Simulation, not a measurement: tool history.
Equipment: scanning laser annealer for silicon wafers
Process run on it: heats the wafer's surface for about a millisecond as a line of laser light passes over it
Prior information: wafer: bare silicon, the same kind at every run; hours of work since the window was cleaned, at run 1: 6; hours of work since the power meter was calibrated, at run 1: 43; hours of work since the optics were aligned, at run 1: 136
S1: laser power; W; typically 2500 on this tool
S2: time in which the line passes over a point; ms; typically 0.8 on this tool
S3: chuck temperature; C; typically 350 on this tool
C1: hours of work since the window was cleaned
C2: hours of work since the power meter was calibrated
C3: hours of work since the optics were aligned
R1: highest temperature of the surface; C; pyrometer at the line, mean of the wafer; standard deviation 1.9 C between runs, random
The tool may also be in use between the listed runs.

run   hour    S1     S2   S3   C1   C2   C3    R1
  1      0  2500    0.8  350    6   43  136  1193
  2   11.5  2644    0.8  350   13   50  143  1243
  3   26.2  2472    0.8  350   23   60  152  1180
  4   33.4  2709    0.8  350   27   64  156  1272
  5   41.5  2709    0.8  350   32   69  162  1271
  6   53.4  2709    0.8  315   40   77  169  1236
  7   59.7  2709    0.8  315   44   81  173  1233
  8   74.7  2709    0.8  315   53   90  182  1233
  9     82  2500    0.8  350   58   95  187  1188
 10   96.3  2500    0.8  341   67  104  196  1181
 11  109.5  2500    0.8  341   75  112  204  1178
 12  116.1  2500    0.8  341   79  116  208  1178
 13  128.9  2743    0.8  341   87  124  216  1265
 14  138.5  2500    0.8  343   93  130  222  1178
 15  146.2  2500    0.8  343   98  135  227  1176
 16  153.3  2500    0.8  343  102  139  232  1176
 17  168.3  2500    0.8  343  112  149  241  1174
 18  183.4  2500    0.8  343  121  158  250  1174
 19  197.2  2500    0.8  343  130  167  259  1175
 20  206.7  2423    0.8  343  136  173  265  1147
 21  219.3  2423    0.8  343  144  181  273  1145
 22  229.8  2500  0.775  350  150  187  279  1167
 23  240.8  2440  0.659  388  157  194  286  1113
 24  249.5  2440  0.659  388  162  199  292  1111
 25  261.7  2536    0.8  350  170  207  299  1191
 26  270.3  2536  0.899  346  176  213  305  1245
 27  285.4  2500    0.8  311  185  222  314  1135
 28  299.8  2500    0.8  311  194  231  323  1140
 29  311.6  2502  0.751  360  201  238  331  1159
 30  325.8  2502  0.685  360  210  247  340  1115
 31  336.4  2147    0.8  350  217  254  346  1045
 32  350.5  2147    0.8  350  226  263  355  1042
 33  363.5  2726    0.8  363  234  271  363  1265
 34  376.6  2500  0.792  350  242  279  371  1169
 35  385.7  2380  0.965  329  248  285  377  1188
 36  393.9  2402  0.717  329  253  290  382  1068
 37  407.5  2500  0.974  350  261  298  391  1263
 38  419.2  2157  0.926  389  269  306  398  1141
 39  427.2  2157  0.926  389  274  311  403  1142
 40  436.7  2157  0.926  389  280  317  409  1138
 41  445.8  2410  0.816  314  285  322  415  1106

Each row is a separate what-if for the run after 41, all from the same tool condition, not one after another. Results?
  A  457.7  2452  0.596  350  293  330  422   ?
  B  457.7  2552  0.682  374  293  330  422   ?
  C  457.7  2397  0.751  316  293  330  422   ?
  D  457.7  2500    0.8  343  293  330  422   ?

run    R1
  A  1027
  B  1138
  C  1068
  D  1159
What these runs would have given with no unlogged condition in the tool:
run    R1
  A  1054
  B  1168
  C  1098
  D  1191

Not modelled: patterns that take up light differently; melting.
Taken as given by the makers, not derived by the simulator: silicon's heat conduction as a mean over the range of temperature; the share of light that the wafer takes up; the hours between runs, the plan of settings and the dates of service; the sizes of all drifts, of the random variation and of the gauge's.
